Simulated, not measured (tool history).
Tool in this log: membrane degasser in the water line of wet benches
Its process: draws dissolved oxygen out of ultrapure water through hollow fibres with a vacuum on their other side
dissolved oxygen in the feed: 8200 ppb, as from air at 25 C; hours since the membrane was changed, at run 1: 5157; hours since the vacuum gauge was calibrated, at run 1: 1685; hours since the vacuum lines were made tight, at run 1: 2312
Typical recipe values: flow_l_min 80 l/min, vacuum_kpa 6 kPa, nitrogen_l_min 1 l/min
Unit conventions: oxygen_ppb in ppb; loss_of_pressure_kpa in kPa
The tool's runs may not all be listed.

run      day  flow_l_min  vacuum_kpa  nitrogen_l_min  hours since the membrane was changed  hours since the vacuum gauge was calibrated  hours since the vacuum lines were made tight  oxygen_ppb  loss_of_pressure_kpa
  1        0          80           6               1                                  5157                                         1685                                          2312       405.8                 60.06
  2    6.625          80        7.49               1                                  5316                                         1844                                          2471       594.5                 59.67
  3    9.754          80           6            1.22                                  5391                                         1919                                          2546       360.5                 59.84
  4   12.954          80           6            1.22                                  5467                                         1995                                          2623         363                 60.17
  5   16.875          80           6            1.22                                  5562                                         2090                                          2717         361                 60.35
  6   20.504          80           6            1.22                                  5649                                         2177                                          2804       366.1                 59.78
  7   25.846          71           6               1                                  5777                                         2305                                          2932       374.4                  53.6
  8   32.175          80           6            2.77                                  5929                                         2457                                          3084       208.9                 60.43
  9   37.804          50           6            2.77                                  6064                                         2592                                          3219       126.3                 37.82
 10   44.571          80        12.7               1                                  6226                                         2754                                          3382      1183.8                 60.69
 11   50.392          80        12.7               1                                  6366                                         2894                                          3521      1191.5                 60.72
 12   55.704          80        12.7               1                                  6493                                         3022                                          3649        1206                  60.7
 13   58.521          80        12.7               1                                  6561                                         3089                                          3716      1194.3                 60.87
 14   61.383          80           6               1                                  6630                                         3158                                          3785       422.9                 61.09
 15   67.046         125        4.68            0.96                                  6766                                         3294                                          3921       418.4                 95.07
 16   72.279         125        4.68            0.96                                  6891                                         3419                                          4047         410                 95.74
 17     78.2          80         8.9               1                                  7033                                         3561                                          4189       775.6                 61.07
      78.721  -- vacuum gauge calibrated
 18   82.029          89       12.13            1.06                                  7125                                           79                                          4280      1187.2                 67.94
 19   88.833          89        4.12            1.68                                  7288                                          243                                          4443         170                 68.42
      90.042  -- seals of the vacuum lines changed
 20   92.921          89        4.12            1.68                                  7384                                          339                                            69       170.5                 68.16
 21   95.892          89        4.12            1.68                                  7455                                          410                                           140       170.1                 68.43
      99.854  -- vacuum gauge calibrated, once more
 22  100.496         102        6.16            1.68                                  7565                                           15                                           250       380.2                 78.69
 23   103.75         102        6.16            1.68                                  7644                                           93                                           328       377.3                 79.14
 24  107.112          80         6.1            1.07                                  7724                                          174                                           409         386                 62.08
 25  110.129          80         6.1            1.07                                  7797                                          247                                           482       380.8                 62.38
 26  114.467          80        3.68               1                                  7901                                          351                                           586          94                 62.57
 27  119.183          84       10.99            0.56                                  8014                                          464                                           699      1380.8                 65.44

Forecast each of these 3 alternatives for the next run:
  A  123.75          77       10.99            2.25                                  8124                                          574                                           808           ?                     ?
  B  123.75          84       10.42            0.56                                  8124                                          574                                           808           ?                     ?
  C  123.75          50           6            1.54                                  8124                                          574                                           808           ?                     ?

run  oxygen_ppb  loss_of_pressure_kpa
  A       549.7                 59.85
  B      1308.9                 65.22
  C         192                 38.98
With the hidden condition removed and each run's random variation left untouched, the same runs would have given:
run  oxygen_ppb  loss_of_pressure_kpa
  A       538.3                 53.65
  B      1302.8                 58.46
  C       190.9                 34.95

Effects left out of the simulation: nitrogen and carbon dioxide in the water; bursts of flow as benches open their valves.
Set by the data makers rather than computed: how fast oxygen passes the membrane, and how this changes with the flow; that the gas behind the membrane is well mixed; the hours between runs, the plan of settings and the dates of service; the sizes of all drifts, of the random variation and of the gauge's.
